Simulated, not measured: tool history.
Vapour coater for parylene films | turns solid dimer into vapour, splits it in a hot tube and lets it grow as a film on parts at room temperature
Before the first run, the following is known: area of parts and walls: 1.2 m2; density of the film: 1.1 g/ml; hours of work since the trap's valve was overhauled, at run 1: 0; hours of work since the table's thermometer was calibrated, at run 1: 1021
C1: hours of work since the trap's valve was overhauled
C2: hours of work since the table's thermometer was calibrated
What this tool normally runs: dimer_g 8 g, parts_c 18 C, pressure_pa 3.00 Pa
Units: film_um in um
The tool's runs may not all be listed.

Run 1, hour 0.0: usual settings; C1 0; C2 1021. Result: film_um 4.43 um.
Run 2, hour 26.4: usual settings; C1 13; C2 1035. Result: film_um 4.37 um.
Run 3, hour 87.4: usual settings; C1 44; C2 1065. Result: film_um 4.35 um.
Run 4, hour 141.3: usual settings but dimer_g 13 g; C1 71; C2 1092. Result: film_um 7.02 um.
Run 5, hour 202.4: usual settings but pressure_pa 2.98 Pa; C1 101; C2 1123. Result: film_um 4.33 um.
Run 6, hour 242.5: usual settings but pressure_pa 4.57 Pa; C1 121; C2 1143. Result: film_um 4.13 um.
Run 7, hour 268.5: usual settings but pressure_pa 4.57 Pa; C1 134; C2 1156. Result: film_um 4.07 um.
Run 8, hour 329.6: usual settings but pressure_pa 4.57 Pa; C1 165; C2 1186. Result: film_um 4.05 um.
Run 9, hour 355.5: usual settings but pressure_pa 4.70 Pa; C1 178; C2 1199. Result: film_um 4.00 um.
At hour 366.5: table's thermometer calibrated.
Run 10, hour 410.5: usual settings but pressure_pa 4.70 Pa; C1 205; C2 22. Result: film_um 4.10 um.
Run 11, hour 466.6: usual settings but pressure_pa 4.70 Pa; C1 233; C2 50. Result: film_um 4.05 um.
Run 12, hour 510.3: usual settings but parts_c 16 C; C1 255; C2 72. Result: film_um 4.70 um.
Run 13, hour 564.3: usual settings but pressure_pa 3.76 Pa; C1 282; C2 99. Result: film_um 4.18 um.
Run 14, hour 618.2: usual settings; C1 309; C2 126. Result: film_um 4.17 um.
Run 15, hour 667.3: usual settings; C1 333; C2 150. Result: film_um 4.23 um.
Run 16, hour 716.9: usual settings but parts_c 22 C; C1 358; C2 175. Result: film_um 3.42 um.
Run 17, hour 742.5: usual settings but parts_c 29 C; C1 371; C2 188. Result: film_um 2.41 um.
Run 18, hour 796.5: usual settings; C1 398; C2 215. Result: film_um 4.10 um.
Run 19, hour 844.0: usual settings; C1 422; C2 239. Result: film_um 4.04 um.
Run 20, hour 884.4: usual settings; C1 442; C2 259. Result: film_um 4.04 um.
Run 21, hour 926.9: usual settings; C1 463; C2 280. Result: film_um 4.02 um.
Run 22, hour 953.2: usual settings; C1 476; C2 293. Result: film_um 4.01 um.
Run 23, hour 1004.9: usual settings; C1 502; C2 319. Result: film_um 4.04 um.
Run 24, hour 1057.4: usual settings; C1 528; C2 345. Result: film_um 3.97 um.
At hour 1104.3: trap's valve overhauled.
Run 25, hour 1108.2: usual settings but dimer_g 6 g, parts_c 13 C, pressure_pa 3.19 Pa; C1 2; C2 369. Result: film_um 4.23 um.
Run 26, hour 1143.4: usual settings but parts_c 27 C; C1 20; C2 386. Result: film_um 2.88 um.
Run 27, hour 1186.9: usual settings but parts_c 13 C, pressure_pa 7.40 Pa; C1 41; C2 408. Result: film_um 5.21 um.
Run 28, hour 1220.8: usual settings but dimer_g 13 g, parts_c 12 C, pressure_pa 2.14 Pa; C1 58; C2 425. Result: film_um 9.49 um.
Run 29, hour 1251.0: usual settings but dimer_g 7 g, parts_c 12 C, pressure_pa 2.77 Pa; C1 73; C2 440. Result: film_um 5.08 um.
Run 30, hour 1290.1: usual settings but parts_c 13 C, pressure_pa 3.95 Pa; C1 93; C2 460. Result: film_um 5.37 um.
Run 31, hour 1323.2: usual settings but parts_c 13 C, pressure_pa 3.95 Pa; C1 109; C2 476. Result: film_um 5.44 um.
Run 32, hour 1380.0: usual settings but pressure_pa 8.78 Pa; C1 138; C2 505. Result: film_um 3.88 um.
Run 33, hour 1419.1: usual settings but dimer_g 4 g, parts_c 11 C, pressure_pa 2.51 Pa; C1 157; C2 524. Result: film_um 2.86 um.
Run 34, hour 1450.5: usual settings but parts_c 19 C, pressure_pa 9.39 Pa; C1 173; C2 540. Result: film_um 3.64 um.
Run 35, hour 1489.6: usual settings but dimer_g 5 g; C1 193; C2 560. Result: film_um 2.65 um.
Run 36, hour 1525.5: usual settings but dimer_g 11 g, parts_c 12 C, pressure_pa 8.21 Pa; C1 211; C2 578. Result: film_um 7.11 um.
Run 37, hour 1552.5: usual settings but pressure_pa 10.60 Pa; C1 224; C2 591. Result: film_um 3.70 um.
Run 38, hour 1584.5: usual settings but parts_c 26 C, pressure_pa 2.87 Pa; C1 240; C2 607. Result: film_um 2.85 um.
Run 39, hour 1633.8: usual settings but parts_c 26 C, pressure_pa 2.87 Pa; C1 265; C2 632. Result: film_um 2.82 um.

What differs in the tool's unlogged condition from the final listed run ahead of each entry between runs to the first listed run following it?
From run 9 to run 10: table's thermometer calibrated (hour 366.5)
  vapour lost through the trap's worn valve, %: 3.7 -> 4.2; true temperature of the parts over the reading, C: 0.49 -> 0.08
  measured minus no-state result, film_um: -0.26 -> -0.20 um
From run 24 to run 25: trap's valve overhauled (hour 1104.3)
  vapour lost through the trap's worn valve, %: 10.5 -> 0.3; true temperature of the parts over the reading, C: 0.21 -> 0.22
  measured minus no-state result, film_um: -0.51 -> -0.06 um

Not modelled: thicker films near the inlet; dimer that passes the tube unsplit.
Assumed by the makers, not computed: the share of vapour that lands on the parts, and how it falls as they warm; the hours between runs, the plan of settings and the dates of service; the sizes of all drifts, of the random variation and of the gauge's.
